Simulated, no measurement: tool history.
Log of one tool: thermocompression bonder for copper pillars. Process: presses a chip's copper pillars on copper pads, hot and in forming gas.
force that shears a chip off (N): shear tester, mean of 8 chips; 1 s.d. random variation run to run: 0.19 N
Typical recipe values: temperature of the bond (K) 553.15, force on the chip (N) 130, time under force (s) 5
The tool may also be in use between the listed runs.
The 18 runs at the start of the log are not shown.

run   hour  temperature of the bond (K)  force on the chip (N)  time under force (s)  force that shears a chip off (N)
 19  147.0                       538.15                    130                     5                              72.8
 20  151.9                       538.15                    130                     5                              72.6
 21  158.6                       538.15                    130                     5                              73.2
 22  168.2                       538.15                    130                     5                              73.0
 23  176.0                       581.15                    115                     6                              93.2
 24  185.2                       581.15                    115                     6                              93.1
 25  192.8                       542.15                    115                     4                              64.7
 26  203.5                       536.15                    130                    14                              94.7
 27  210.5                       553.15                    130                     5                              80.4
 28  220.4                       549.15                    140                     4                              76.6
     222.9  -- heater calibrated with a thermocouple chip
 29  232.2                       574.15                     95                     9                              94.3
 30  243.1                       574.15                    139                     9                             107.5
 31  250.9                       551.15                    138                     8                              95.8
 32  260.3                       551.15                    138                     8                              96.2
 33  265.9                       551.15                    138                     8                              95.6
     270.2  -- heater calibrated with a thermocouple chip, once more
 34  276.6                       553.15                    125                     5                              73.6
 35  288.0                       530.15                     87                    15                              71.3
 36  295.8                       577.15                     87                     7                              78.4
 37  306.9                       577.15                     87                     7                              78.2
 38  315.3                       561.15                    156                     3                              75.3
 39  325.9                       561.15                    171                     3                              78.9
 40  332.0                       557.15                    130                     7                              84.6

Forecast each of these 4 alternatives for the next run:
  A  339.7                       526.15                    177                     3                                 ?
  B  339.7                       582.15                    105                     4                                 ?
  C  339.7                       553.15                    167                    13                                 ?
  D  339.7                       526.15                    130                     6                                 ?

run  force that shears a chip off (N)
  A                              61.8
  B                              75.7
  C                             104.5
  D                              65.0
Without the tool's unlogged condition, the same runs would have read:
run  force that shears a chip off (N)
  A                              62.0
  B                              76.3
  C                             106.2
  D                              65.2

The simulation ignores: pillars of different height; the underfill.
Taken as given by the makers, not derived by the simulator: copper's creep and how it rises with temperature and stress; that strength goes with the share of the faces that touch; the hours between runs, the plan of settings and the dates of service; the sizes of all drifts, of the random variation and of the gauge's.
